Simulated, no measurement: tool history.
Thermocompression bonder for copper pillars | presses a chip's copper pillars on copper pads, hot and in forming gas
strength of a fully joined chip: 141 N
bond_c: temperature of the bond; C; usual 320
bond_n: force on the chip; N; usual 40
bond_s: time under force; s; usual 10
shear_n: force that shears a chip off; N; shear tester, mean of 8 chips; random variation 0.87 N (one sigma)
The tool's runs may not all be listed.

Run 1, hour 0: usual settings. Result: shear_n 72.8 N.
Run 2, hour 6.7: usual settings. Result: shear_n 72.5 N.
Run 3, hour 15.7: usual settings. Result: shear_n 71.5 N.
Run 4, hour 23.5: usual settings. Result: shear_n 74.6 N.
Run 5, hour 27.4: usual settings. Result: shear_n 71 N.
Run 6, hour 36.3: usual settings. Result: shear_n 72.3 N.
Run 7, hour 43.4: usual settings. Result: shear_n 74.2 N.
Run 8, hour 48.9: usual settings. Result: shear_n 72.2 N.
Run 9, hour 57.2: usual settings. Result: shear_n 73.9 N.
Run 10, hour 61.6: usual settings but bond_c 290 C, bond_s 11 s. Result: shear_n 57.3 N.
Run 11, hour 69.6: usual settings but bond_c 290 C, bond_s 11 s. Result: shear_n 57.6 N.
Run 12, hour 75.6: usual settings but bond_c 304 C, bond_s 9 s. Result: shear_n 59.4 N.
Run 13, hour 82: usual settings but bond_c 318 C, bond_n 59 N. Result: shear_n 86.4 N.
Run 14, hour 88.7: usual settings but bond_c 318 C, bond_n 59 N. Result: shear_n 86.7 N.
Run 15, hour 96.8: usual settings but bond_c 311 C, bond_n 33 N, bond_s 5 s. Result: shear_n 46.2 N.
Run 16, hour 101: usual settings but bond_c 330 C, bond_n 26 N, bond_s 27 s. Result: shear_n 85.8 N.
Run 17, hour 106.6: usual settings but bond_c 294 C, bond_n 49 N. Result: shear_n 64.4 N.

5 ways to go on from here, each from the tool as it stands after run 17. What would each give?
Run A, hour 114.8: usual settings but bond_c 313 C, bond_n 26 N. Result: shear_n ?.
Run B, hour 114.8: usual settings but bond_c 305 C, bond_n 32 N, bond_s 9 s. Result: shear_n ?.
Run C, hour 114.8: usual settings but bond_n 49 N. Result: shear_n ?.
Run D, hour 114.8: usual settings but bond_c 341 C, bond_n 49 N, bond_s 21 s. Result: shear_n ?.
Run E, hour 114.8: usual settings but bond_c 348 C. Result: shear_n ?.

run  shear_n
  A     52.3
  B     52.5
  C       82
  D    107.8
  E     87.4
Without the tool's hidden state the same runs would have given:
run  shear_n
  A     51.1
  B     51.3
  C     81.4
  D    109.4
  E     87.5

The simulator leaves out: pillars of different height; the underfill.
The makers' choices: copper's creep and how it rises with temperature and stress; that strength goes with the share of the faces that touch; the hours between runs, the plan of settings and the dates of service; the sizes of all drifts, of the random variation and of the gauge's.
